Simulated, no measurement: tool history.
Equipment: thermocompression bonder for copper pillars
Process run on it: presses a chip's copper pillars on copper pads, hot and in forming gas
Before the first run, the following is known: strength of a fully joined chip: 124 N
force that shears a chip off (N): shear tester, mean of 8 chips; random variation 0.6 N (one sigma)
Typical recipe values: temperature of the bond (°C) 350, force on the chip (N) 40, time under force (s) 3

| run | hour | temperature of the bond (°C) | force on the chip (N) | time under force (s) | force that shears a chip off (N) |
|---|---|---|---|---|---|
| 1 | 0 | 350 | 40 | 3 | 63.7 |
| 2 | 53.9 | 350 | 40 | 3 | 64.3 |
| 3 | 84.9 | 350 | 40 | 3 | 62.9 |
| 4 | 149.6 | 350 | 40 | 4 | 67.8 |
| 5 | 222.9 | 350 | 40 | 3 | 62 |
| 6 | 288.6 | 350 | 40 | 3 | 62.3 |
| 7 | 353.2 | 350 | 40 | 3 | 63.2 |
| 8 | 386.8 | 350 | 40 | 3 | 62.2 |
| 9 | 453.8 | 350 | 40 | 3 | 62.6 |
| 10 | 522.2 | 350 | 40 | 3 | 62.1 |
| 11 | 555.5 | 350 | 40 | 3 | 61.7 |
|  | 586.5 | forming gas filter changed |
| 12 | 586.5 | 350 | 40 | 3 | 64.3 |
| 13 | 640.1 | 350 | 40 | 3 | 65.3 |
| 14 | 690.7 | 350 | 40 | 2 | 55.1 |
| 15 | 720.6 | 350 | 40 | 2 | 55.6 |
| 16 | 760.9 | 350 | 40 | 2 | 55.8 |
| 17 | 799.5 | 349 | 40 | 3 | 63 |
| 18 | 846.7 | 350 | 40 | 3 | 63.4 |
| 19 | 889.8 | 350 | 40 | 3 | 63.5 |
| 20 | 944.6 | 350 | 40 | 3 | 62 |
| 21 | 998.7 | 350 | 40 | 3 | 62 |
| 22 | 1068.6 | 334 | 43 | 3 | 58.2 |

For run 23, what comes out?
| 23 | 1140.3 | 378 | 51 | 3 | ? |

Logged for run 23: force that shears a chip off (N) 91.7.
Without the tool's hidden state the same run would have given force that shears a chip off (N) 94.9.

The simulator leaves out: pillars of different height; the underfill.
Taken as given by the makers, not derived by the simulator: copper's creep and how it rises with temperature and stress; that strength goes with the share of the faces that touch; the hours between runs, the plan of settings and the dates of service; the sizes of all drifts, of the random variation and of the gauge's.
